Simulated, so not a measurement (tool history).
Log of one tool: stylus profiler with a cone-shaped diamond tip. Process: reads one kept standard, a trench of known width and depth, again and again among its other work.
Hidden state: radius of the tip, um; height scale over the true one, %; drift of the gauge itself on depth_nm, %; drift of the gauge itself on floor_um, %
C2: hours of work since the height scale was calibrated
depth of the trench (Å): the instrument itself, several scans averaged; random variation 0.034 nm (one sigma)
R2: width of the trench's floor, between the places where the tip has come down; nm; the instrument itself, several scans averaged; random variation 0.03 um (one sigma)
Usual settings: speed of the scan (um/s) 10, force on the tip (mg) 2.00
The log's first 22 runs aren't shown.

run 23 hour=1265.6 | speed_of_the_scan_(um/s)=10 force_on_the_tip_(mg)=1.34 | scans_with_this_tip=2245 C2=179 | depth_of_the_trench_(Å)=1010.5 R2=48610
run 24 hour=1311.1 | speed_of_the_scan_(um/s)=10 force_on_the_tip_(mg)=3.77 | scans_with_this_tip=2539 C2=203 | depth_of_the_trench_(Å)=1019.0 R2=48640
run 25 hour=1358.3 | speed_of_the_scan_(um/s)=9 force_on_the_tip_(mg)=1.60 | scans_with_this_tip=2843 C2=227 | depth_of_the_trench_(Å)=1012.2 R2=48580
run 26 hour=1393.8 | speed_of_the_scan_(um/s)=9 force_on_the_tip_(mg)=1.60 | scans_with_this_tip=3072 C2=245 | depth_of_the_trench_(Å)=1011.9 R2=48580
run 27 hour=1445.1 | speed_of_the_scan_(um/s)=9 force_on_the_tip_(mg)=1.60 | scans_with_this_tip=3403 C2=272 | depth_of_the_trench_(Å)=1011.8 R2=48560
run 28 hour=1476.6 | speed_of_the_scan_(um/s)=25 force_on_the_tip_(mg)=1.91 | scans_with_this_tip=3606 C2=288 | depth_of_the_trench_(Å)=1012.8 R2=48530
run 29 hour=1540.0 | speed_of_the_scan_(um/s)=10 force_on_the_tip_(mg)=0.74 | scans_with_this_tip=4014 C2=321 | depth_of_the_trench_(Å)=1008.3 R2=48510
run 30 hour=1583.0 | speed_of_the_scan_(um/s)=15 force_on_the_tip_(mg)=5.68 | scans_with_this_tip=4291 C2=343 | depth_of_the_trench_(Å)=1024.9 R2=48550
run 31 hour=1618.3 | speed_of_the_scan_(um/s)=2 force_on_the_tip_(mg)=0.71 | scans_with_this_tip=4519 C2=361 | depth_of_the_trench_(Å)=1007.7 R2=48510
run 32 hour=1664.1 | speed_of_the_scan_(um/s)=2 force_on_the_tip_(mg)=0.71 | scans_with_this_tip=4815 C2=384 | depth_of_the_trench_(Å)=1006.8 R2=48560
run 33 hour=1721.8 | speed_of_the_scan_(um/s)=2 force_on_the_tip_(mg)=0.71 | scans_with_this_tip=5187 C2=414 | depth_of_the_trench_(Å)=1007.9 R2=48590
run 34 hour=1770.8 | speed_of_the_scan_(um/s)=10 force_on_the_tip_(mg)=2.61 | scans_with_this_tip=5503 C2=439 | depth_of_the_trench_(Å)=1015.8 R2=48530
run 35 hour=1841.3 | speed_of_the_scan_(um/s)=10 force_on_the_tip_(mg)=2.61 | scans_with_this_tip=5957 C2=476 | depth_of_the_trench_(Å)=1015.5 R2=48450
run 36 hour=1900.7 | speed_of_the_scan_(um/s)=10 force_on_the_tip_(mg)=2.61 | scans_with_this_tip=6339 C2=506 | depth_of_the_trench_(Å)=1016.1 R2=48510
run 37 hour=1932.1 | speed_of_the_scan_(um/s)=13 force_on_the_tip_(mg)=2.36 | scans_with_this_tip=6542 C2=522 | depth_of_the_trench_(Å)=1015.3 R2=48420
run 38 hour=1984.3 | speed_of_the_scan_(um/s)=13 force_on_the_tip_(mg)=2.36 | scans_with_this_tip=6879 C2=549 | depth_of_the_trench_(Å)=1015.2 R2=48390
run 39 hour=2046.3 | speed_of_the_scan_(um/s)=16 force_on_the_tip_(mg)=2.00 | scans_with_this_tip=7279 C2=581 | depth_of_the_trench_(Å)=1014.3 R2=48470
run 40 hour=2089.5 | speed_of_the_scan_(um/s)=16 force_on_the_tip_(mg)=2.00 | scans_with_this_tip=7557 C2=603 | depth_of_the_trench_(Å)=1013.4 R2=48380
run 41 hour=2139.5 | speed_of_the_scan_(um/s)=16 force_on_the_tip_(mg)=2.00 | scans_with_this_tip=7879 C2=629 | depth_of_the_trench_(Å)=1014.1 R2=48410
run 42 hour=2202.0 | speed_of_the_scan_(um/s)=5 force_on_the_tip_(mg)=5.87 | scans_with_this_tip=8282 C2=661 | depth_of_the_trench_(Å)=1026.2 R2=48390
run 43 hour=2241.2 | speed_of_the_scan_(um/s)=5 force_on_the_tip_(mg)=5.87 | scans_with_this_tip=8535 C2=682 | depth_of_the_trench_(Å)=1027.0 R2=48420
run 44 hour=2286.2 | speed_of_the_scan_(um/s)=7 force_on_the_tip_(mg)=2.61 | scans_with_this_tip=8825 C2=705 | depth_of_the_trench_(Å)=1016.8 R2=48370
run 45 hour=2352.4 | speed_of_the_scan_(um/s)=10 force_on_the_tip_(mg)=1.05 | scans_with_this_tip=9252 C2=739 | depth_of_the_trench_(Å)=1010.4 R2=48320
run 46 hour=2398.4 | speed_of_the_scan_(um/s)=7 force_on_the_tip_(mg)=5.57 | scans_with_this_tip=9548 C2=762 | depth_of_the_trench_(Å)=1026.7 R2=48430

Forecast each of these 3 alternatives for the next run:
run A hour=2451.2 | speed_of_the_scan_(um/s)=2 force_on_the_tip_(mg)=3.91 | scans_with_this_tip=9888 C2=790 | depth_of_the_trench_(Å)=? R2=?
run B hour=2451.2 | speed_of_the_scan_(um/s)=4 force_on_the_tip_(mg)=4.98 | scans_with_this_tip=9888 C2=790 | depth_of_the_trench_(Å)=? R2=?
run C hour=2451.2 | speed_of_the_scan_(um/s)=8 force_on_the_tip_(mg)=1.41 | scans_with_this_tip=9888 C2=790 | depth_of_the_trench_(Å)=? R2=?

run=A depth_of_the_trench_(Å)=1020.6 R2=48300
run=B depth_of_the_trench_(Å)=1024.4 R2=48370
run=C depth_of_the_trench_(Å)=1012.2 R2=48280
Without the tool's hidden state the same runs would have given:
run=A depth_of_the_trench_(Å)=1017.6 R2=48700
run=B depth_of_the_trench_(Å)=1021.3 R2=48760
run=C depth_of_the_trench_(Å)=1009.2 R2=48670
